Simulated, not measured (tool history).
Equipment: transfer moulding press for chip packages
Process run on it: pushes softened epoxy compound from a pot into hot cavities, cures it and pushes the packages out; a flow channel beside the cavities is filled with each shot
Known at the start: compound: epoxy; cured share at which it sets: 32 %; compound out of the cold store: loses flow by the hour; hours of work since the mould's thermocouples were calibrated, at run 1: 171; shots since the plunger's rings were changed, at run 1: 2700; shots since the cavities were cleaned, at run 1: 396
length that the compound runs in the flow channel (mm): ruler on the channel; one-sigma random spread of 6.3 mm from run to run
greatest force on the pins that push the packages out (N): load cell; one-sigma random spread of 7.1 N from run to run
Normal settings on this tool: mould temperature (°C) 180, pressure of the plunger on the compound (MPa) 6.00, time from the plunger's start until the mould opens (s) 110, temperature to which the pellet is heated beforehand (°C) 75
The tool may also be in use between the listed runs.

| run | day | mould temperature (°C) | pressure of the plunger on the compound (MPa) | time from the plunger's start until the mould opens (s) | temperature to which the pellet is heated beforehand (°C) | hours of work since the mould's thermocouples were calibrated | shots since the plunger's rings were changed | shots since the cavities were cleaned | incoming compound's hours out of the cold store | length that the compound runs in the flow channel (mm) | greatest force on the pins that push the packages out (N) |
|---|---|---|---|---|---|---|---|---|---|---|---|
| 1 | 0.000 | 180 | 6.00 | 110 | 75 | 171 | 2700 | 396 | 20.4 | 689 | 440 |
|  | 1.254 | cavities cleaned with cleaning compound and waxed |
| 2 | 2.896 | 180 | 6.00 | 110 | 75 | 218 | 3503 | 466 | 34.6 | 667 | 443 |
|  | 3.921 | cavities cleaned with cleaning compound and waxed |
| 3 | 4.704 | 180 | 6.00 | 110 | 75 | 248 | 3997 | 222 | 23.6 | 670 | 410 |
|  | 6.638 | cavities cleaned with cleaning compound and waxed |
| 4 | 6.638 | 180 | 6.00 | 110 | 75 | 279 | 4526 | 0 | 14.0 | 694 | 340 |
|  | 9.325 | cavities cleaned with cleaning compound and waxed |
|  | 9.696 | plunger's sealing rings changed |
| 5 | 10.321 | 180 | 6.00 | 110 | 75 | 338 | 177 | 253 | 22.8 | 725 | 395 |
|  | 12.300 | cavities cleaned with cleaning compound and waxed |
| 6 | 12.717 | 180 | 6.00 | 110 | 75 | 377 | 837 | 117 | 9.9 | 770 | 396 |
|  | 15.004 | cavities cleaned with cleaning compound and waxed |
| 7 | 15.846 | 182 | 6.00 | 110 | 75 | 429 | 1706 | 239 | 16.3 | 730 | 363 |
|  | 17.625 | cavities cleaned with cleaning compound and waxed |
|  | 18.217 | mould's thermocouples calibrated |
| 8 | 20.008 | 182 | 6.00 | 110 | 75 | 30 | 2843 | 652 | 8.3 | 712 | 424 |
|  | 20.438 | cavities cleaned with cleaning compound and waxed |
|  | 23.150 | cavities cleaned with cleaning compound and waxed |
| 9 | 24.075 | 182 | 6.00 | 110 | 75 | 96 | 3959 | 261 | 8.3 | 704 | 405 |
|  | 25.746 | cavities cleaned with cleaning compound and waxed |
| 10 | 26.400 | 183 | 6.00 | 110 | 75 | 134 | 4600 | 185 | 29.7 | 644 | 334 |
|  | 28.438 | cavities cleaned with cleaning compound and waxed |
| 11 | 28.496 | 183 | 6.00 | 110 | 83 | 168 | 5176 | 16 | 8.6 | 685 | 283 |
|  | 29.208 | plunger's sealing rings changed |
|  | 30.421 | mould's thermocouples calibrated, once more |
| 12 | 31.083 | 183 | 6.00 | 110 | 83 | 11 | 507 | 696 | 12.2 | 747 | 399 |
|  | 31.508 | cavities cleaned with cleaning compound and waxed |
|  | 34.267 | cavities cleaned with cleaning compound and waxed |
| 13 | 34.404 | 183 | 5.96 | 100 | 83 | 65 | 1412 | 39 | 47.8 | 634 | 311 |
|  | 37.121 | cavities cleaned with cleaning compound and waxed |
| 14 | 37.992 | 182 | 5.68 | 144 | 68 | 124 | 2410 | 246 | 14.2 | 691 | 274 |
|  | 40.029 | cavities cleaned with cleaning compound and waxed |
| 15 | 42.296 | 185 | 5.89 | 143 | 74 | 195 | 3612 | 642 | 11.2 | 687 | 305 |
|  | 42.679 | cavities cleaned with cleaning compound and waxed |
| 16 | 44.750 | 173 | 6.00 | 110 | 73 | 236 | 4289 | 586 | 26.1 | 684 | 750 |
|  | 45.600 | cavities cleaned with cleaning compound and waxed |
|  | 48.175 | cavities cleaned with cleaning compound and waxed |
| 17 | 48.175 | 180 | 6.00 | 110 | 72 | 291 | 5223 | 0 | 23.0 | 656 | 314 |
|  | 48.650 | plunger's sealing rings changed |
|  | 50.846 | cavities cleaned with cleaning compound and waxed |
| 18 | 52.188 | 180 | 6.00 | 110 | 72 | 356 | 984 | 380 | 21.8 | 720 | 452 |
|  | 53.633 | cavities cleaned with cleaning compound and waxed |
|  | 56.388 | cavities cleaned with cleaning compound and waxed |
| 19 | 56.388 | 180 | 5.91 | 110 | 80 | 424 | 2138 | 0 | 15.3 | 717 | 326 |
| 20 | 58.392 | 173 | 5.91 | 110 | 84 | 458 | 2705 | 567 | 11.0 | 728 | 733 |
|  | 59.029 | mould's thermocouples calibrated |
|  | 59.092 | cavities cleaned with cleaning compound and waxed |
|  | 61.829 | cavities cleaned with cleaning compound and waxed |
| 21 | 61.829 | 173 | 5.91 | 110 | 84 | 45 | 3620 | 0 | 41.8 | 660 | 466 |
|  | 64.646 | cavities cleaned with cleaning compound and waxed |
| 22 | 65.346 | 173 | 5.91 | 110 | 84 | 103 | 4598 | 198 | 38.6 | 643 | 589 |
|  | 67.333 | cavities cleaned with cleaning compound and waxed |
|  | 68.025 | plunger's sealing rings changed |
| 23 | 68.850 | 174 | 6.00 | 110 | 75 | 159 | 234 | 400 | 31.9 | 726 | 658 |

Branching from run 23: 3 alternative next runs. What would each branch give?
|  | 70.033 | cavities cleaned with cleaning compound and waxed |
| A | 71.383 | 175 | 6.96 | 142 | 75 | 201 | 934 | 383 | 33.0 | ? | ? |
|  | 70.033 | cavities cleaned with cleaning compound and waxed |
| B | 71.383 | 184 | 4.56 | 92 | 75 | 201 | 934 | 383 | 21.0 | ? | ? |
|  | 70.033 | cavities cleaned with cleaning compound and waxed |
| C | 71.383 | 176 | 4.63 | 110 | 70 | 201 | 934 | 383 | 29.9 | ? | ? |

| run | length that the compound runs in the flow channel (mm) | greatest force on the pins that push the packages out (N) |
|---|---|---|
| A | 770 | 355 |
| B | 627 | 518 |
| C | 636 | 550 |
The same runs, with their run-to-run variation unchanged, on a tool lacking any hidden condition would have given:
| run | length that the compound runs in the flow channel (mm) | greatest force on the pins that push the packages out (N) |
|---|---|---|
| A | 783 | 250 |
| B | 638 | 366 |
| C | 647 | 388 |
